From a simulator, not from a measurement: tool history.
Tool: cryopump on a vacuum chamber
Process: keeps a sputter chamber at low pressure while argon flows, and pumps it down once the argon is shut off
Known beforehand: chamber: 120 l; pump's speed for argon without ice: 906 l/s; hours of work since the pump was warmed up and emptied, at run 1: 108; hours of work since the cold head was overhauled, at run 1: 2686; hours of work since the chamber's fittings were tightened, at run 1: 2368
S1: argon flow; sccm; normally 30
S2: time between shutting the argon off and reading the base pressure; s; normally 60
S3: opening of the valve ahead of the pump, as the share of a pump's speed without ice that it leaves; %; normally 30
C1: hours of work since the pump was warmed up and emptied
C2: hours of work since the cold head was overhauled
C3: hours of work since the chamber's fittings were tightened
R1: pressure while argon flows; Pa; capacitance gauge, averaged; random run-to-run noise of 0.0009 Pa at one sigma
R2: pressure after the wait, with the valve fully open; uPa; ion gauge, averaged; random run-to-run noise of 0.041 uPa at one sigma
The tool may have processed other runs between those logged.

run,hour,S1,S2,S3,C1,C2,C3,R1,R2
1,0,30,60,30,108,2686,2368,0.191,6.23
# hour 51: leaking fittings of the chamber tightened, without venting
2,60.4,30,60,30,157,2735,8,0.1898,2.5
3,125.1,30,60,30,211,2789,62,0.1909,2.58
4,176.3,30,60,30,254,2832,105,0.1935,2.67
5,241.2,30,60,58,309,2887,160,0.1053,2.81
6,298.6,30,60,58,357,2935,208,0.1058,2.85
7,347.4,30,60,58,398,2976,249,0.1073,3.03
8,419.5,30,60,58,458,3037,310,0.1094,3.1
9,471.9,30,60,58,502,3081,354,0.1093,3.27
10,522.5,30,60,58,545,3123,396,0.1106,3.34
11,590.9,56,60,30,602,3181,454,0.3772,3.46
12,642.9,30,60,30,646,3224,497,0.2012,3.56
13,728,30,60,30,718,3296,569,0.2044,3.87
14,790,30,60,40,770,3348,621,0.1584,3.89
# hour 838.6: pump warmed up, emptied and cooled again
15,864,30,60,40,21,3406,679,0.1424,3.59
16,945.9,30,60,30,90,3475,748,0.1886,3.72
17,1015.8,30,60,30,149,3533,806,0.1923,3.77
18,1062.5,28,60,19,188,3573,846,0.2815,3.97
19,1100.3,28,60,19,220,3604,877,0.2791,3.97
20,1158.3,30,215,49,269,3653,926,0.1222,2.67
21,1197.5,27,215,27,302,3686,959,0.1932,2.77
22,1280.3,37,23,45,371,3756,1029,0.1652,7.62
23,1344.4,37,23,45,425,3809,1082,0.1664,8.02
24,1414,37,33,19,483,3868,1141,0.3768,6.34
25,1453.1,25,65,34,516,3901,1174,0.1487,4.6
26,1523.3,34,27,39,575,3960,1233,0.1788,7.3
27,1602.9,22,36,39,642,4027,1300,0.116,6.45
28,1671.7,30,99,30,700,4084,1357,0.2035,4.43
29,1750.7,49,45,32,766,4151,1424,0.3145,6.3
# hour 1798.3: pump warmed up, emptied and cooled again
30,1800.5,51,99,34,2,4189,1462,0.284,4.07
31,1880.3,30,60,34,69,4256,1529,0.1675,4.98
32,1953.9,24,87,53,131,4317,1590,0.0887,4.58
33,2029.5,24,87,53,194,4381,1654,0.0906,4.73
34,2100.2,34,76,33,254,4440,1713,0.2025,5.12

A few steps of R1 between consecutive runs. Split each: what settings, incoming material and random variation would produce without the hidden state, and what is left over for the hidden state, along with gauge scatter present in only one of the two compared results (measured, and without hidden state):
Hidden state present: pump's speed, % of a pump's without ice; cold plate's temperature, K; leak into the chamber, uPa l/s; drift of the gauge itself on working_pa, %; drift of the gauge itself on base_upa, %.
Run 10 -> 11: S1 30 -> 56, S3 58 -> 30. R1 +0.2666 Pa: hidden state +0.0147, all else +0.2519.
Run 14 -> 15: pump warmed up, emptied and cooled again. R1 -0.016 Pa: hidden state -0.0169, all else +0.0009.
Run 23 -> 24: S2 23 -> 33, S3 45 -> 19. R1 +0.2104 Pa: hidden state +0.0015, all else +0.2089.
Run 24 -> 25: S1 37 -> 25, S2 33 -> 65, S3 19 -> 34. R1 -0.2281 Pa: hidden state -0.0041, all else -0.224.
Run 29 -> 30: S1 49 -> 51, S2 45 -> 99, S3 32 -> 34, pump warmed up, emptied and cooled again. R1 -0.0305 Pa: hidden state -0.0256, all else -0.0049.

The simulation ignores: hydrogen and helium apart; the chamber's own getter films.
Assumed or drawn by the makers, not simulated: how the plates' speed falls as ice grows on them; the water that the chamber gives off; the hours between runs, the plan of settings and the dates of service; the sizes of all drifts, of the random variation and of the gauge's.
